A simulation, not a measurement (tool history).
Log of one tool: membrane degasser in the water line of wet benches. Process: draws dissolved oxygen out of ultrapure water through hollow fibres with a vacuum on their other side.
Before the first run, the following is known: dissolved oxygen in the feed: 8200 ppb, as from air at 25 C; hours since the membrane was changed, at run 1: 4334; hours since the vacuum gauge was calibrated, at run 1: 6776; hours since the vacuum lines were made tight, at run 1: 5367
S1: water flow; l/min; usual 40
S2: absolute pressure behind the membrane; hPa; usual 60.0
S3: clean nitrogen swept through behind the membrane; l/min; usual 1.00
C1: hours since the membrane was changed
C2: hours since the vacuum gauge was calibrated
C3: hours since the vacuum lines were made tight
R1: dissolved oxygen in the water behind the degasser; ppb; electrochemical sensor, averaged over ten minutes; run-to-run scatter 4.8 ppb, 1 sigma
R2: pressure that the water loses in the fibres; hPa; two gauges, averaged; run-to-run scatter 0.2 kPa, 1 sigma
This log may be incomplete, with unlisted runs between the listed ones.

run	hour	S1	S2	S3	C1	C2	C3	R1	R2
1	0.0	40	60.0	1.00	4334	6776	5367	480.5	448.2
2	260.9	40	38.5	1.00	4594	7037	5628	325.6	448.5
3	415.6	40	38.5	1.00	4749	7192	5783	323.0	452.7
4	622.2	40	38.5	1.00	4956	7398	5989	315.3	451.3
5	797.4	40	77.1	1.00	5131	7574	6165	611.6	450.6
6	942.3	40	77.1	1.00	5276	7719	6309	598.5	450.3
7	1113.0	40	60.0	2.05	5447	7889	6480	381.3	452.6
# hour 1234.8: vacuum gauge calibrated
8	1313.7	40	60.0	1.00	5647	79	6680	482.7	454.8
9	1529.7	40	40.6	1.00	5863	295	6896	335.2	453.4
10	1684.8	40	40.6	1.00	6018	450	7052	339.9	452.1
11	1848.1	40	40.6	2.15	6181	613	7215	308.8	452.1
12	2036.0	40	40.6	2.15	6369	801	7403	304.7	455.9
13	2281.2	40	40.6	1.71	6614	1046	7648	311.6	456.0
14	2451.9	40	40.6	1.71	6785	1217	7819	316.8	458.9
15	2559.4	40	40.6	1.71	6893	1325	7926	311.9	460.6
16	2728.8	40	40.6	1.71	7062	1494	8096	309.1	457.8

Run 17 is up next; what results do you expect?
17	2960.6	28	40.6	2.06	7294	1726	8327	?	?

For run 17 the tool returned R1 112.3 ppb, R2 322.4 hPa.
Without the tool's hidden state the same run would have given R1 111.9 ppb, R2 317.5 hPa.

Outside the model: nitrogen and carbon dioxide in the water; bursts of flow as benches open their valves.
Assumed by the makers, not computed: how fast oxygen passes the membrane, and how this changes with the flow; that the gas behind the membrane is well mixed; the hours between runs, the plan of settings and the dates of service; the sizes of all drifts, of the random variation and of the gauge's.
